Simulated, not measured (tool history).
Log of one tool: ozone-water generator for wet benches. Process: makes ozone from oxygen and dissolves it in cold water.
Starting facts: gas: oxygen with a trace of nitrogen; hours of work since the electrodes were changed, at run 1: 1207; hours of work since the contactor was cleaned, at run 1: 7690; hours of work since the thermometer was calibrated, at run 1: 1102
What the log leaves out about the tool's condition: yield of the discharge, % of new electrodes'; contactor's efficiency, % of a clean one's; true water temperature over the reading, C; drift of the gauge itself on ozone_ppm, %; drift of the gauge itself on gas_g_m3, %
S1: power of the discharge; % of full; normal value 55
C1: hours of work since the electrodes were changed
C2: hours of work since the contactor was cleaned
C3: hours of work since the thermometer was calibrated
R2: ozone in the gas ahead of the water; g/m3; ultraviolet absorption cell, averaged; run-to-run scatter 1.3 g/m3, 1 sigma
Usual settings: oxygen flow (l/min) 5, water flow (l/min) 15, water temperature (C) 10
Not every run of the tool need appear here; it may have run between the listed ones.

{"run": 1, "hour": 0.0, "S1": 55, "oxygen flow (l/min)": 5, "water flow (l/min)": 15, "water temperature (C)": 10, "C1": 1207, "C2": 7690, "C3": 1102, "dissolved ozone (ppm)": 29.8, "R2": 231.1}
{"run": 2, "hour": 65.7, "S1": 55, "oxygen flow (l/min)": 5, "water flow (l/min)": 15, "water temperature (C)": 5, "C1": 1265, "C2": 7748, "C3": 1160, "dissolved ozone (ppm)": 31.9, "R2": 231.7}
{"run": 3, "hour": 99.0, "S1": 55, "oxygen flow (l/min)": 5, "water flow (l/min)": 15, "water temperature (C)": 5, "C1": 1295, "C2": 7777, "C3": 1190, "dissolved ozone (ppm)": 31.9, "R2": 229.3}
{"run": 4, "hour": 161.7, "S1": 55, "oxygen flow (l/min)": 5, "water flow (l/min)": 15, "water temperature (C)": 5, "C1": 1350, "C2": 7833, "C3": 1246, "dissolved ozone (ppm)": 31.5, "R2": 230.6}
{"run": 5, "hour": 208.2, "S1": 55, "oxygen flow (l/min)": 5, "water flow (l/min)": 15, "water temperature (C)": 5, "C1": 1391, "C2": 7874, "C3": 1287, "dissolved ozone (ppm)": 31.8, "R2": 232.1}
{"run": 6, "hour": 261.0, "S1": 87, "oxygen flow (l/min)": 5, "water flow (l/min)": 15, "water temperature (C)": 5, "C1": 1438, "C2": 7921, "C3": 1334, "dissolved ozone (ppm)": 41.9, "R2": 308.2}
{"run": 7, "hour": 309.6, "S1": 87, "oxygen flow (l/min)": 5, "water flow (l/min)": 15, "water temperature (C)": 5, "C1": 1481, "C2": 7964, "C3": 1377, "dissolved ozone (ppm)": 41.6, "R2": 305.1}
{"run": 8, "hour": 337.8, "S1": 55, "oxygen flow (l/min)": 3.25, "water flow (l/min)": 15, "water temperature (C)": 10, "C1": 1506, "C2": 7989, "C3": 1402, "dissolved ozone (ppm)": 28.2, "R2": 289.8}
{"run": 9, "hour": 371.1, "S1": 55, "oxygen flow (l/min)": 3.25, "water flow (l/min)": 15, "water temperature (C)": 10, "C1": 1535, "C2": 8018, "C3": 1431, "dissolved ozone (ppm)": 28.1, "R2": 288.2}
{"run": 10, "hour": 405.7, "S1": 55, "oxygen flow (l/min)": 5, "water flow (l/min)": 15, "water temperature (C)": 10, "C1": 1566, "C2": 8049, "C3": 1462, "dissolved ozone (ppm)": 29.3, "R2": 233}
{"run": 11, "hour": 444.3, "S1": 55, "oxygen flow (l/min)": 5, "water flow (l/min)": 15, "water temperature (C)": 10, "C1": 1600, "C2": 8083, "C3": 1496, "dissolved ozone (ppm)": 29.8, "R2": 232.5}
{"run": 12, "hour": 510.7, "S1": 55, "oxygen flow (l/min)": 5, "water flow (l/min)": 15, "water temperature (C)": 10, "C1": 1659, "C2": 8142, "C3": 1555, "dissolved ozone (ppm)": 29.5, "R2": 229.5}
{"run": 13, "hour": 564.3, "S1": 55, "oxygen flow (l/min)": 5, "water flow (l/min)": 14, "water temperature (C)": 10, "C1": 1707, "C2": 8190, "C3": 1602, "dissolved ozone (ppm)": 31.4, "R2": 231.4}
{"run": 14, "hour": 628.8, "S1": 55, "oxygen flow (l/min)": 7.79, "water flow (l/min)": 15, "water temperature (C)": 10, "C1": 1764, "C2": 8247, "C3": 1659, "dissolved ozone (ppm)": 28.9, "R2": 182.2}
{"run": 15, "hour": 669.9, "S1": 55, "oxygen flow (l/min)": 7.79, "water flow (l/min)": 13, "water temperature (C)": 10, "C1": 1800, "C2": 8283, "C3": 1696, "dissolved ozone (ppm)": 31.7, "R2": 182.5}
{"run": 16, "hour": 716.8, "S1": 55, "oxygen flow (l/min)": 7.79, "water flow (l/min)": 13, "water temperature (C)": 10, "C1": 1842, "C2": 8325, "C3": 1737, "dissolved ozone (ppm)": 32.1, "R2": 181.6}
{"run": 17, "hour": 783.7, "S1": 55, "oxygen flow (l/min)": 5.13, "water flow (l/min)": 10, "water temperature (C)": 16, "C1": 1901, "C2": 8384, "C3": 1796, "dissolved ozone (ppm)": 36.2, "R2": 227.9}
{"run": 18, "hour": 813.8, "S1": 55, "oxygen flow (l/min)": 6.41, "water flow (l/min)": 24, "water temperature (C)": 10, "C1": 1928, "C2": 8411, "C3": 1823, "dissolved ozone (ppm)": 20.2, "R2": 200.5}
{"run": 19, "hour": 874.4, "S1": 75, "oxygen flow (l/min)": 3.47, "water flow (l/min)": 24, "water temperature (C)": 10, "C1": 1981, "C2": 8464, "C3": 1877, "dissolved ozone (ppm)": 21.7, "R2": 336}
{"run": 20, "hour": 936.8, "S1": 83, "oxygen flow (l/min)": 7.02, "water flow (l/min)": 11, "water temperature (C)": 10, "C1": 2037, "C2": 8520, "C3": 1932, "dissolved ozone (ppm)": 46.4, "R2": 248}
{"run": 21, "hour": 964.0, "S1": 83, "oxygen flow (l/min)": 3.99, "water flow (l/min)": 16, "water temperature (C)": 10, "C1": 2061, "C2": 8544, "C3": 1956, "dissolved ozone (ppm)": 35, "R2": 333.2}
{"run": 22, "hour": 1021.3, "S1": 83, "oxygen flow (l/min)": 3.99, "water flow (l/min)": 16, "water temperature (C)": 10, "C1": 2111, "C2": 8594, "C3": 2007, "dissolved ozone (ppm)": 34.9, "R2": 328}
{"run": 23, "hour": 1074.4, "S1": 65, "oxygen flow (l/min)": 6.86, "water flow (l/min)": 16, "water temperature (C)": 10, "C1": 2159, "C2": 8641, "C3": 2054, "dissolved ozone (ppm)": 30.5, "R2": 218.3}
{"run": 24, "hour": 1140.6, "S1": 58, "oxygen flow (l/min)": 8.95, "water flow (l/min)": 9, "water temperature (C)": 16, "C1": 2217, "C2": 8700, "C3": 2113, "dissolved ozone (ppm)": 34.6, "R2": 173.3}
{"run": 25, "hour": 1179.3, "S1": 58, "oxygen flow (l/min)": 8.95, "water flow (l/min)": 17, "water temperature (C)": 16, "C1": 2251, "C2": 8734, "C3": 2147, "dissolved ozone (ppm)": 24.2, "R2": 175.1}
{"run": 26, "hour": 1245.0, "S1": 55, "oxygen flow (l/min)": 3.95, "water flow (l/min)": 15, "water temperature (C)": 6, "C1": 2310, "C2": 8793, "C3": 2205, "dissolved ozone (ppm)": 30.1, "R2": 260}
{"run": 27, "hour": 1286.3, "S1": 55, "oxygen flow (l/min)": 6.81, "water flow (l/min)": 18, "water temperature (C)": 8, "C1": 2346, "C2": 8829, "C3": 2242, "dissolved ozone (ppm)": 25.8, "R2": 194}
{"run": 28, "hour": 1339.3, "S1": 55, "oxygen flow (l/min)": 6.81, "water flow (l/min)": 15, "water temperature (C)": 8, "C1": 2393, "C2": 8876, "C3": 2289, "dissolved ozone (ppm)": 30, "R2": 194.9}
{"run": 29, "hour": 1398.7, "S1": 56, "oxygen flow (l/min)": 3.23, "water flow (l/min)": 14, "water temperature (C)": 10, "C1": 2446, "C2": 8929, "C3": 2341, "dissolved ozone (ppm)": 30.4, "R2": 289.3}
{"run": 30, "hour": 1436.6, "S1": 62, "oxygen flow (l/min)": 3.23, "water flow (l/min)": 14, "water temperature (C)": 10, "C1": 2479, "C2": 8962, "C3": 2375, "dissolved ozone (ppm)": 32.1, "R2": 309.9}
{"run": 31, "hour": 1471.5, "S1": 62, "oxygen flow (l/min)": 3.23, "water flow (l/min)": 14, "water temperature (C)": 10, "C1": 2510, "C2": 8993, "C3": 2406, "dissolved ozone (ppm)": 31.9, "R2": 310.2}
{"run": 32, "hour": 1531.9, "S1": 53, "oxygen flow (l/min)": 5.49, "water flow (l/min)": 24, "water temperature (C)": 5, "C1": 2564, "C2": 9047, "C3": 2459, "dissolved ozone (ppm)": 19.7, "R2": 211.2}

Alternative continuations, all from the tool just after run 32; predict every row:
{"run": "A", "hour": 1563.4, "S1": 56, "oxygen flow (l/min)": 5, "water flow (l/min)": 14, "water temperature (C)": 10, "C1": 2592, "C2": 9075, "C3": 2487, "dissolved ozone (ppm)": "?", "R2": "?"}
{"run": "B", "hour": 1563.4, "S1": 63, "oxygen flow (l/min)": 5.49, "water flow (l/min)": 24, "water temperature (C)": 5, "C1": 2592, "C2": 9075, "C3": 2487, "dissolved ozone (ppm)": "?", "R2": "?"}
{"run": "C", "hour": 1563.4, "S1": 63, "oxygen flow (l/min)": 5.49, "water flow (l/min)": 24, "water temperature (C)": 5, "C1": 2592, "C2": 9075, "C3": 2487, "dissolved ozone (ppm)": "?", "R2": "?"}
{"run": "D", "hour": 1563.4, "S1": 53, "oxygen flow (l/min)": 7.89, "water flow (l/min)": 9, "water temperature (C)": 16, "C1": 2592, "C2": 9075, "C3": 2487, "dissolved ozone (ppm)": "?", "R2": "?"}
{"run": "E", "hour": 1563.4, "S1": 55, "oxygen flow (l/min)": 2.86, "water flow (l/min)": 13, "water temperature (C)": 10, "C1": 2592, "C2": 9075, "C3": 2487, "dissolved ozone (ppm)": "?", "R2": "?"}

run=A dissolved_ozone_(ppm)=31 R2=231.7
run=B dissolved_ozone_(ppm)=22.1 R2=236.9
run=C dissolved_ozone_(ppm)=22 R2=234.4
run=D dissolved_ozone_(ppm)=33.8 R2=175.5
run=E dissolved_ozone_(ppm)=31.1 R2=306.9
The same runs, with their run-to-run variation unchanged, on a tool lacking any hidden condition would have given:
run=A dissolved_ozone_(ppm)=34.3 R2=240.2
run=B dissolved_ozone_(ppm)=24.8 R2=246.3
run=C dissolved_ozone_(ppm)=24.7 R2=243.7
run=D dissolved_ozone_(ppm)=37 R2=181.7
run=E dissolved_ozone_(ppm)=34.3 R2=317.9
